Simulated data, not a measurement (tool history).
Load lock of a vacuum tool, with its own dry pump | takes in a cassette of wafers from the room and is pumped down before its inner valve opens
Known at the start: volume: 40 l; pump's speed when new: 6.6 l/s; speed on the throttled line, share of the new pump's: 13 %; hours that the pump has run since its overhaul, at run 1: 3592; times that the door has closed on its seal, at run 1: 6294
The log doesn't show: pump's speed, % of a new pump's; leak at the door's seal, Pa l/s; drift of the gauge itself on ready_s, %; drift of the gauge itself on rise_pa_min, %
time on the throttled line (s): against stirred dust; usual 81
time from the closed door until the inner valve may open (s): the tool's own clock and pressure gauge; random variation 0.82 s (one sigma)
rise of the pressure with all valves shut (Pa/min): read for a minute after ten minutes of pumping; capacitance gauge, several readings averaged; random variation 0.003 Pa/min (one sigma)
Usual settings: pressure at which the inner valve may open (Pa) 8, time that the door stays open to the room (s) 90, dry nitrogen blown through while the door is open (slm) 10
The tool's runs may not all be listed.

| run | hour | time on the throttled line (s) | pressure at which the inner valve may open (Pa) | time that the door stays open to the room (s) | dry nitrogen blown through while the door is open (slm) | hours that the pump has run since its overhaul | times that the door has closed on its seal | incoming humidity of the room's air, % | time from the closed door until the inner valve may open (s) | rise of the pressure with all valves shut (Pa/min) |
|---|---|---|---|---|---|---|---|---|---|---|
| 1 | 0.0 | 81 | 8 | 90 | 10 | 3592 | 6294 | 43.5 | 134.0 | 0.072 |
| 2 | 72.7 | 81 | 8 | 90 | 10 | 3665 | 6643 | 48.0 | 132.3 | 0.078 |
| 3 | 149.8 | 81 | 8 | 90 | 10 | 3742 | 7012 | 42.5 | 133.8 | 0.076 |
| 4 | 258.0 | 81 | 8 | 90 | 10 | 3850 | 7531 | 43.2 | 133.1 | 0.073 |
| 5 | 350.8 | 81 | 8 | 90 | 10 | 3943 | 7976 | 47.5 | 132.7 | 0.080 |
| 6 | 413.0 | 81 | 8 | 90 | 10 | 4005 | 8274 | 45.3 | 132.5 | 0.084 |
| 7 | 512.2 | 81 | 8 | 90 | 10 | 4104 | 8750 | 45.7 | 133.1 | 0.083 |
| 8 | 586.1 | 81 | 8 | 90 | 10 | 4178 | 9104 | 48.2 | 132.9 | 0.089 |
| 9 | 660.9 | 81 | 8 | 90 | 10 | 4253 | 9463 | 45.2 | 133.2 | 0.085 |
| 10 | 745.4 | 81 | 8 | 35 | 10 | 4338 | 9868 | 46.9 | 133.7 | 0.070 |
| 11 | 799.1 | 81 | 8 | 35 | 10 | 4391 | 10125 | 47.3 | 133.5 | 0.068 |
| 12 | 850.7 | 89 | 8 | 90 | 10 | 4443 | 10372 | 43.8 | 141.8 | 0.092 |
| 13 | 968.0 | 81 | 8 | 48 | 10 | 4560 | 10935 | 46.7 | 133.4 | 0.074 |
| 14 | 1039.4 | 81 | 8 | 90 | 5 | 4632 | 11277 | 47.7 | 133.8 | 0.126 |
| 15 | 1126.1 | 81 | 8 | 90 | 5 | 4718 | 11693 | 42.7 | 134.1 | 0.112 |
| 16 | 1178.4 | 81 | 8 | 90 | 5 | 4771 | 11944 | 45.4 | 133.3 | 0.117 |
| 17 | 1258.5 | 81 | 11 | 90 | 10 | 4851 | 12328 | 47.2 | 131.2 | 0.108 |
| 18 | 1363.9 | 81 | 11 | 90 | 10 | 4956 | 12833 | 43.8 | 130.7 | 0.107 |
| 19 | 1434.5 | 81 | 15 | 63 | 10 | 5027 | 13171 | 42.8 | 129.2 | 0.093 |
| 20 | 1496.8 | 63 | 8 | 90 | 10 | 5089 | 13470 | 41.4 | 119.3 | 0.106 |
| 21 | 1555.6 | 100 | 8 | 135 | 10 | 5148 | 13752 | 44.2 | 151.4 | 0.126 |
| 22 | 1612.3 | 81 | 12 | 40 | 11 | 5204 | 14024 | 45.5 | 131.5 | 0.092 |
| 23 | 1700.4 | 81 | 12 | 40 | 11 | 5293 | 14446 | 47.5 | 130.6 | 0.092 |
| 24 | 1820.7 | 72 | 8 | 32 | 41 | 5413 | 15023 | 43.9 | 127.2 | 0.086 |
| 25 | 1900.6 | 81 | 12 | 90 | 10 | 5493 | 15406 | 41.7 | 131.5 | 0.117 |

Run 26 comes next. What will it give?
| 26 | 1950.0 | 81 | 12 | 90 | 10 | 5542 | 15643 | 46.1 | ? | ? |

Run 26 gave time from the closed door until the inner valve may open (s) 131.7, rise of the pressure with all valves shut (Pa/min) 0.125.
Without the tool's hidden state the same run would have given time from the closed door until the inner valve may open (s) 124.9, rise of the pressure with all valves shut (Pa/min) 0.049.
